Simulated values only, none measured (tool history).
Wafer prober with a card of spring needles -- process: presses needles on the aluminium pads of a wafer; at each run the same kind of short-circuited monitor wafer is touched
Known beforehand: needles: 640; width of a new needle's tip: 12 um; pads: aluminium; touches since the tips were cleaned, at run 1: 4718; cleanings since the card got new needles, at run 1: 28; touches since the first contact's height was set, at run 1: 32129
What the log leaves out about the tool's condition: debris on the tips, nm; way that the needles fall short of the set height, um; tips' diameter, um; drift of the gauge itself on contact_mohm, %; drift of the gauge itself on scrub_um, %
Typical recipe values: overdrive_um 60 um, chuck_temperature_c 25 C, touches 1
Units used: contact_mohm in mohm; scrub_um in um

run,hour,overdrive_um,chuck_temperature_c,touches,touches since the tips were cleaned,cleanings since the card got new needles,touches since the first contact's height was set,contact_mohm,scrub_um
1,0,60,25,1,4718,28,32129,120,9.708
# hour 0.9: tips cleaned on abrasive film
2,6.8,60,25,1,3028,29,35538,115,9.691
# hour 11: tips cleaned on abrasive film
3,15.2,60,25,1,2122,30,39708,113,9.659
# hour 21.7: tips cleaned on abrasive film
4,24.5,60,25,1,1417,31,44380,111,9.646
# hour 31.9: tips cleaned on abrasive film
5,33.6,60,25,1,870,32,48906,109,9.638
6,41.7,60,25,1,4982,32,53018,120,9.624
# hour 42.3: tips cleaned on abrasive film
7,48.5,60,25,1,3139,33,56400,116,9.619
# hour 52.6: tips cleaned on abrasive film
8,57.6,60,25,2,2546,34,60968,110,9.609
# hour 63.3: tips cleaned on abrasive film
9,66.6,60,25,2,1698,35,65475,108,9.593
# hour 69.5: height of the first contact set anew
# hour 73.8: tips cleaned on abrasive film
10,77.6,60,90,1,1972,36,4082,119,9.749
11,82.7,60,90,1,4529,36,6639,124,9.751
# hour 84.3: tips cleaned on abrasive film
12,89.4,60,25,1,2603,37,9987,113,9.751
# hour 94.8: tips cleaned on abrasive film
13,98.6,60,25,1,1926,38,14557,112,9.733
# hour 105.6: tips cleaned on abrasive film
14,106,60,53,1,205,39,18284,107,9.716
15,112.8,60,53,1,3636,39,21715,118,9.718
# hour 115.8: tips cleaned on abrasive film
16,121.9,60,53,1,3077,40,26271,117,9.704
# hour 126.2: tips cleaned on abrasive film
17,132.8,60,77,2,3336,41,31713,117,9.671
# hour 136.4: tips cleaned on abrasive film
18,141.4,57,91,2,2505,42,35995,117,9.191
# hour 146.8: tips cleaned on abrasive film
19,147.1,57,91,2,149,43,38846,112,9.187
20,152.6,47,28,1,2924,43,41621,124,7.542
# hour 156.8: tips cleaned on abrasive film
21,157.4,60,25,1,316,44,44033,105,9.636
# hour 167.5: tips cleaned on abrasive film
22,168.2,60,25,1,331,45,49420,104,9.616
# hour 178: tips cleaned on abrasive film
23,179.3,60,38,2,649,46,54976,106,9.615
# hour 188.1: tips cleaned on abrasive film
24,188.1,60,38,2,0,47,59378,104,9.6
25,195.3,63,25,1,3631,47,63009,114,10.075
# hour 198.3: tips cleaned on abrasive film
26,202.1,43,117,2,1921,48,66424,127,6.816
# hour 203.7: height of the first contact set anew
# hour 208.8: tips cleaned on abrasive film
27,210.3,43,117,2,718,49,3269,121,6.991
28,216.9,60,27,2,4089,49,6640,113,9.766
# hour 219.4: tips cleaned on abrasive film
29,225,60,27,2,2836,50,10686,110,9.734
# hour 229.6: tips cleaned on abrasive film
30,236.1,60,27,2,3270,51,16227,110,9.728

Alternative continuations, all from the tool just after run 30; predict every row:
# hour 239.8: tips cleaned on abrasive film
A,242.4,60,36,2,1292,52,19367,?,?
# hour 239.8: tips cleaned on abrasive film
B,242.4,52,40,1,1292,52,19367,?,?
# hour 239.8: tips cleaned on abrasive film
C,242.4,60,34,1,1292,52,19367,?,?
# hour 239.8: tips cleaned on abrasive film
D,242.4,47,104,2,1292,52,19367,?,?
# hour 239.8: tips cleaned on abrasive film
E,242.4,50,29,1,1292,52,19367,?,?

run,contact_mohm,scrub_um
A,106,9.708
B,116,8.407
C,109,9.719
D,120,7.594
E,113,8.088
With no hidden state in the tool, these same runs would have given:
run,contact_mohm,scrub_um
A,101,9.765
B,106,8.465
C,101,9.776
D,114,7.652
E,103,8.146
